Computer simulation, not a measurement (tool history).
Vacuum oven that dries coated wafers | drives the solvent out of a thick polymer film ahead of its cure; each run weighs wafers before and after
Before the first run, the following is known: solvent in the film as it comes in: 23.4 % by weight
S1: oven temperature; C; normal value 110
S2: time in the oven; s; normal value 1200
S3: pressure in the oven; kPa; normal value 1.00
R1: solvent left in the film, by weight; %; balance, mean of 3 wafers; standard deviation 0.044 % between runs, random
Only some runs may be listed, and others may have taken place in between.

run 1 hour=0.0 | S1=110 S2=1200 S3=1.00 | R1=1.71
run 2 hour=11.3 | S1=110 S2=1200 S3=1.86 | R1=2.35
run 3 hour=23.9 | S1=110 S2=1200 S3=1.00 | R1=1.74
run 4 hour=32.3 | S1=110 S2=1200 S3=1.00 | R1=1.79
run 5 hour=45.7 | S1=110 S2=1200 S3=1.00 | R1=1.72
run 6 hour=56.3 | S1=110 S2=1200 S3=1.00 | R1=1.71
run 7 hour=68.4 | S1=110 S2=900 S3=1.00 | R1=2.70
run 8 hour=84.8 | S1=110 S2=1200 S3=1.69 | R1=2.27
run 9 hour=94.7 | S1=110 S2=1200 S3=1.69 | R1=2.24
run 10 hour=101.4 | S1=110 S2=1200 S3=1.69 | R1=2.22
run 11 hour=111.6 | S1=110 S2=1200 S3=1.00 | R1=1.75
run 12 hour=127.5 | S1=110 S2=1200 S3=1.00 | R1=1.73
run 13 hour=137.6 | S1=106 S2=1200 S3=1.00 | R1=2.44
run 14 hour=148.9 | S1=106 S2=1200 S3=1.00 | R1=2.42
run 15 hour=164.5 | S1=106 S2=1200 S3=1.00 | R1=2.40
run 16 hour=176.2 | S1=106 S2=1320 S3=1.00 | R1=2.10
run 17 hour=184.8 | S1=110 S2=1260 S3=1.00 | R1=1.63
run 18 hour=200.1 | S1=110 S2=1260 S3=2.16 | R1=2.51
run 19 hour=207.9 | S1=110 S2=1260 S3=2.16 | R1=2.61
run 20 hour=223.6 | S1=110 S2=1260 S3=2.16 | R1=2.55
run 21 hour=233.6 | S1=110 S2=1200 S3=1.94 | R1=2.54
run 22 hour=242.4 | S1=110 S2=1200 S3=1.94 | R1=2.48
run 23 hour=254.5 | S1=110 S2=1200 S3=1.94 | R1=2.55
run 24 hour=269.8 | S1=110 S2=1200 S3=0.69 | R1=1.58
run 25 hour=283.8 | S1=110 S2=1200 S3=0.69 | R1=1.57
run 26 hour=295.9 | S1=121 S2=1260 S3=0.69 | R1=0.64
run 27 hour=309.6 | S1=121 S2=1260 S3=0.69 | R1=0.58
run 28 hour=317.1 | S1=110 S2=1140 S3=1.01 | R1=1.90
run 29 hour=330.8 | S1=101 S2=2040 S3=0.64 | R1=1.47
run 30 hour=338.7 | S1=115 S2=1740 S3=1.04 | R1=0.94
run 31 hour=351.4 | S1=115 S2=1740 S3=1.04 | R1=0.87
run 32 hour=367.7 | S1=115 S2=1740 S3=1.04 | R1=1.00
run 33 hour=377.9 | S1=115 S2=1740 S3=1.04 | R1=0.89
run 34 hour=392.8 | S1=115 S2=1740 S3=1.04 | R1=0.94
run 35 hour=406.0 | S1=99 S2=900 S3=3.33 | R1=8.32
run 36 hour=417.0 | S1=124 S2=900 S3=2.46 | R1=1.62
run 37 hour=432.5 | S1=97 S2=1620 S3=0.91 | R1=3.39
run 38 hour=440.7 | S1=110 S2=1200 S3=1.68 | R1=2.44
run 39 hour=450.0 | S1=110 S2=1440 S3=0.84 | R1=1.36
run 40 hour=461.7 | S1=102 S2=660 S3=3.59 | R1=9.37
run 41 hour=471.6 | S1=102 S2=1800 S3=1.00 | R1=2.07
run 42 hour=485.1 | S1=105 S2=1260 S3=0.58 | R1=2.37
run 43 hour=495.5 | S1=99 S2=1200 S3=0.78 | R1=4.17
run 44 hour=506.3 | S1=110 S2=1860 S3=0.52 | R1=0.78
run 45 hour=519.6 | S1=116 S2=720 S3=1.33 | R1=2.79
run 46 hour=534.5 | S1=116 S2=720 S3=1.33 | R1=2.73
run 47 hour=544.5 | S1=116 S2=720 S3=1.33 | R1=2.71

Below are 3 alternative next runs, each starting from the tool's condition after run 47. Predict each:
-- hour=557.5 oven's thermocouples calibrated
run A hour=562.0 | S1=116 S2=720 S3=0.66 | R1=?
-- hour=557.5 oven's thermocouples calibrated
run B hour=562.0 | S1=115 S2=1800 S3=2.34 | R1=?
-- hour=557.5 oven's thermocouples calibrated
run C hour=562.0 | S1=110 S2=1200 S3=1.00 | R1=?

run=A R1=1.83
run=B R1=1.61
run=C R1=1.62
Stripped of hidden state, with their random variation kept, the same runs would have yielded:
run=A R1=1.77
run=B R1=1.50
run=C R1=1.51

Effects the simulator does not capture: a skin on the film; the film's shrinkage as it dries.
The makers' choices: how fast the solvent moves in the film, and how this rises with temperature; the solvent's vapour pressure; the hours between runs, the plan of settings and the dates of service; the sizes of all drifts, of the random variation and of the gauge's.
